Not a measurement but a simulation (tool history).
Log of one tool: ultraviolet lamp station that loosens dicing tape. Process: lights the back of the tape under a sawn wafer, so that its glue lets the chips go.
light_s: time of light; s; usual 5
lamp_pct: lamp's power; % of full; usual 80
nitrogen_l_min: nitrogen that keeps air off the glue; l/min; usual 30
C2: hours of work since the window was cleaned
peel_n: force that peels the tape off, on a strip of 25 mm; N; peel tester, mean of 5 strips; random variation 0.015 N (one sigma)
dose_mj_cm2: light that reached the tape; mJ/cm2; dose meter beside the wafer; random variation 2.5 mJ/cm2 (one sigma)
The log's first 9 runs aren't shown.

Run 10, hour 225.6: usual settings; hours of work of the lamp 156; C2 312. Result: peel_n 0.899 N, dose_mj_cm2 254 mJ/cm2.
Run 11, hour 244.6: usual settings; hours of work of the lamp 164; C2 320. Result: peel_n 0.867 N, dose_mj_cm2 249 mJ/cm2.
Run 12, hour 259.9: usual settings; hours of work of the lamp 170; C2 327. Result: peel_n 0.883 N, dose_mj_cm2 253 mJ/cm2.
Run 13, hour 280.9: usual settings; hours of work of the lamp 179; C2 335. Result: peel_n 0.938 N, dose_mj_cm2 248 mJ/cm2.
Run 14, hour 297.4: usual settings but lamp_pct 90 % of full; hours of work of the lamp 186; C2 342. Result: peel_n 0.758 N, dose_mj_cm2 277 mJ/cm2.
Run 15, hour 327.6: usual settings but lamp_pct 90 % of full; hours of work of the lamp 198; C2 355. Result: peel_n 0.75 N, dose_mj_cm2 279 mJ/cm2.
Run 16, hour 356.1: usual settings but lamp_pct 90 % of full; hours of work of the lamp 210; C2 367. Result: peel_n 0.764 N, dose_mj_cm2 277 mJ/cm2.
Run 17, hour 376.8: usual settings; hours of work of the lamp 219; C2 376. Result: peel_n 0.941 N, dose_mj_cm2 243 mJ/cm2.
Run 18, hour 405.1: usual settings but lamp_pct 98 % of full, nitrogen_l_min 57 l/min; hours of work of the lamp 231; C2 387. Result: peel_n 0.451 N, dose_mj_cm2 297 mJ/cm2.
Run 19, hour 438.1: usual settings but lamp_pct 98 % of full, nitrogen_l_min 57 l/min; hours of work of the lamp 245; C2 401. Result: peel_n 0.448 N, dose_mj_cm2 296 mJ/cm2.
Run 20, hour 465.1: usual settings but lamp_pct 100 % of full, nitrogen_l_min 43 l/min; hours of work of the lamp 256; C2 412. Result: peel_n 0.511 N, dose_mj_cm2 301 mJ/cm2.
Run 21, hour 493.6: usual settings but lamp_pct 100 % of full, nitrogen_l_min 43 l/min; hours of work of the lamp 268; C2 424. Result: peel_n 0.509 N, dose_mj_cm2 302 mJ/cm2.
Run 22, hour 518.2: usual settings but lamp_pct 100 % of full, nitrogen_l_min 43 l/min; hours of work of the lamp 278; C2 435. Result: peel_n 0.51 N, dose_mj_cm2 299 mJ/cm2.
Run 23, hour 533.9: usual settings but lamp_pct 100 % of full, nitrogen_l_min 43 l/min; hours of work of the lamp 285; C2 441. Result: peel_n 0.54 N, dose_mj_cm2 294 mJ/cm2.
Run 24, hour 557.5: usual settings but light_s 4 s, lamp_pct 68 % of full, nitrogen_l_min 43 l/min; hours of work of the lamp 294; C2 451. Result: peel_n 1.427 N, dose_mj_cm2 159 mJ/cm2.
At hour 563.9: window cleaned of glue's vapour.
Run 25, hour 574.8: usual settings but light_s 3 s, lamp_pct 79 % of full, nitrogen_l_min 19 l/min; hours of work of the lamp 301; C2 5. Result: peel_n 2.089 N, dose_mj_cm2 153 mJ/cm2.
Run 26, hour 606.4: usual settings but light_s 3 s, lamp_pct 79 % of full, nitrogen_l_min 19 l/min; hours of work of the lamp 315; C2 18. Result: peel_n 2.206 N, dose_mj_cm2 154 mJ/cm2.
Run 27, hour 641.1: usual settings but light_s 3 s, lamp_pct 79 % of full, nitrogen_l_min 19 l/min; hours of work of the lamp 329; C2 32. Result: peel_n 2.158 N, dose_mj_cm2 149 mJ/cm2.
Run 28, hour 661.1: usual settings but light_s 2 s, lamp_pct 66 % of full, nitrogen_l_min 12 l/min; hours of work of the lamp 337; C2 41. Result: peel_n 3.452 N, dose_mj_cm2 88 mJ/cm2.
Run 29, hour 690.5: usual settings but light_s 6 s, lamp_pct 78 % of full, nitrogen_l_min 45 l/min; hours of work of the lamp 350; C2 53. Result: peel_n 0.515 N, dose_mj_cm2 294 mJ/cm2.
Run 30, hour 718.3: usual settings but light_s 8 s, lamp_pct 68 % of full, nitrogen_l_min 15 l/min; hours of work of the lamp 361; C2 64. Result: peel_n 0.801 N, dose_mj_cm2 337 mJ/cm2.
Run 31, hour 744.5: usual settings but light_s 2 s, lamp_pct 72 % of full, nitrogen_l_min 18 l/min; hours of work of the lamp 372; C2 75. Result: peel_n 3.181 N, dose_mj_cm2 87 mJ/cm2.
Run 32, hour 762.1: usual settings but light_s 2 s, lamp_pct 72 % of full, nitrogen_l_min 18 l/min; hours of work of the lamp 380; C2 83. Result: peel_n 3.093 N, dose_mj_cm2 91 mJ/cm2.
Run 33, hour 792: usual settings but light_s 2 s, lamp_pct 72 % of full, nitrogen_l_min 18 l/min; hours of work of the lamp 392; C2 95. Result: peel_n 3.209 N, dose_mj_cm2 91 mJ/cm2.

4 ways to go on from here, each from the tool as it stands after run 33. What would each give?
Run A, hour 825: usual settings but light_s 4 s, nitrogen_l_min 16 l/min; hours of work of the lamp 406; C2 109. Result: peel_n ?, dose_mj_cm2 ?.
Run B, hour 825: usual settings but light_s 2 s, lamp_pct 72 % of full, nitrogen_l_min 18 l/min; hours of work of the lamp 406; C2 109. Result: peel_n ?, dose_mj_cm2 ?.
Run C, hour 825: usual settings but light_s 8 s, lamp_pct 95 % of full, nitrogen_l_min 48 l/min; hours of work of the lamp 406; C2 109. Result: peel_n ?, dose_mj_cm2 ?.
Run D, hour 825: usual settings but lamp_pct 91 % of full, nitrogen_l_min 18 l/min; hours of work of the lamp 406; C2 109. Result: peel_n ?, dose_mj_cm2 ?.

run  peel_n  dose_mj_cm2
  A   1.701          196
  B   3.161           90
  C   0.212          469
  D   1.035          277
Without the tool's hidden state the same runs would have given:
run  peel_n  dose_mj_cm2
  A    1.45          224
  B   2.921          102
  C    0.18          536
  D    0.83          317

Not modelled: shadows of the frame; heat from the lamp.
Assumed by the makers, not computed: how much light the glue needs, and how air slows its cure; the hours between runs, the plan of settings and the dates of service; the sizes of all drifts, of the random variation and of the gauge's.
